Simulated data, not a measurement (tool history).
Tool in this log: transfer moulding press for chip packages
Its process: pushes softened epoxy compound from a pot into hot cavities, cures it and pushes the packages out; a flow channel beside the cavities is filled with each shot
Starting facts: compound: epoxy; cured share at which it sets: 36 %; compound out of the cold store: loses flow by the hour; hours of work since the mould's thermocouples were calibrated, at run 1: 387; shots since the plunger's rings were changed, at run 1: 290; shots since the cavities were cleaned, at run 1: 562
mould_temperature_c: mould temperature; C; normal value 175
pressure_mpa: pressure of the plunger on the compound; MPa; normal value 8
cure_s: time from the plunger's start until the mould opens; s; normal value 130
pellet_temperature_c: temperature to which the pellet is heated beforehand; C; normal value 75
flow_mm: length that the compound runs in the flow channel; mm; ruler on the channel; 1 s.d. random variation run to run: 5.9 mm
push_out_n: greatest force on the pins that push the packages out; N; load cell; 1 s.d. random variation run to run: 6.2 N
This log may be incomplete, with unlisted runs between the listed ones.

run,hour,mould_temperature_c,pressure_mpa,cure_s,pellet_temperature_c,hours of work since the mould's thermocouples were calibrated,shots since the plunger's rings were changed,shots since the cavities were cleaned,incoming compound's hours out of the cold store,flow_mm,push_out_n
1,0,175,8,130,75,387,290,562,42.6,772,425
2,45.1,170,8,130,75,414,697,969,28.4,826,676
# hour 61.7: cavities cleaned with cleaning compound and waxed
3,103,170,8,130,75,447,1206,373,31.2,820,545
4,160.4,175,8,130,75,481,1724,891,28.6,805,487
# hour 186.5: cavities cleaned with cleaning compound and waxed
5,187.8,175,8,130,75,496,1958,13,15.7,834,264
6,225.5,175,8,130,75,518,2298,353,25.9,793,390
7,256.2,175,8,130,75,536,2575,630,12.9,834,460
# hour 309.1: cavities cleaned with cleaning compound and waxed
8,309.1,175,8,130,75,567,3039,0,36.8,773,241
9,344.4,175,8,145,78,587,3358,319,9.5,835,338
10,395.6,175,9.95,145,78,617,3819,780,19.9,894,436
# hour 417.4: plunger's sealing rings changed
11,426.8,175,9.26,130,78,634,85,1040,18.6,910,524
# hour 437.7: cavities cleaned with cleaning compound and waxed
12,486.6,173,7.31,130,75,669,611,442,19.1,795,472
# hour 523.4: mould's thermocouples calibrated
13,534.3,173,7.31,130,75,6,1024,855,30.7,784,541
# hour 563.2: cavities cleaned with cleaning compound and waxed
14,583.1,182,6.95,165,67,34,1450,180,32.5,720,256
15,630,172,8,130,81,62,1874,604,36.6,789,503
16,667.9,172,8,130,81,84,2216,946,29.3,804,580

For each entry between runs, how does the tool's hidden state at the last listed run before it compare with that at the first listed run after it?
In the gap between runs 2 and 3: cavities cleaned with cleaning compound and waxed (hour 61.7)
  true mould temperature over the reading, C: -0.38 -> -0.42; pressure that reaches the compound, % of what is set: 98.09 -> 97.01; grip of the stained cavities, % over clean ones': 109.4 -> 64.4
  the result without the hidden state subtracted from the measured one, flow_mm: -6 -> -10 mm; push_out_n: +365 -> +225 N
In the gap between runs 4 and 5: cavities cleaned with cleaning compound and waxed (hour 186.5)
  true mould temperature over the reading, C: -0.45 -> -0.47; pressure that reaches the compound, % of what is set: 95.92 -> 95.47; grip of the stained cavities, % over clean ones': 104.9 -> 6.9
  the result without the hidden state subtracted from the measured one, flow_mm: -15 -> -18 mm; push_out_n: +254 -> +23 N
In the gap between runs 7 and 8: cavities cleaned with cleaning compound and waxed (hour 309.1)
  true mould temperature over the reading, C: -0.51 -> -0.54; pressure that reaches the compound, % of what is set: 94.19 -> 93.26; grip of the stained cavities, % over clean ones': 88.9 -> 3.3
  the result without the hidden state subtracted from the measured one, flow_mm: -23 -> -26 mm; push_out_n: +223 -> +14 N
In the gap between runs 10 and 11: plunger's sealing rings changed (hour 417.4)
  true mould temperature over the reading, C: -0.59 -> -0.61; pressure that reaches the compound, % of what is set: 91.63 -> 99.76; grip of the stained cavities, % over clean ones': 99.2 -> 112.2
  the result without the hidden state subtracted from the measured one, flow_mm: -38 -> +2 mm; push_out_n: +216 -> +283 N
In the gap between runs 11 and 12: cavities cleaned with cleaning compound and waxed (hour 437.7)
  true mould temperature over the reading, C: -0.61 -> -0.65; pressure that reaches the compound, % of what is set: 99.76 -> 98.72; grip of the stained cavities, % over clean ones': 112.2 -> 72.2
  the result without the hidden state subtracted from the measured one, flow_mm: +2 -> -3 mm; push_out_n: +283 -> +213 N
In the gap between runs 12 and 13: mould's thermocouples calibrated (hour 523.4)
  true mould temperature over the reading, C: -0.65 -> -0.06; pressure that reaches the compound, % of what is set: 98.72 -> 97.87; grip of the stained cavities, % over clean ones': 72.2 -> 103.7
  the result without the hidden state subtracted from the measured one, flow_mm: -3 -> -9 mm; push_out_n: +213 -> +278 N
In the gap between runs 13 and 14: cavities cleaned with cleaning compound and waxed (hour 563.2)
  true mould temperature over the reading, C: -0.06 -> -0.09; pressure that reaches the compound, % of what is set: 97.87 -> 96.99; grip of the stained cavities, % over clean ones': 103.7 -> 41.2
  the result without the hidden state subtracted from the measured one, flow_mm: -9 -> -11 mm; push_out_n: +278 -> +78 N
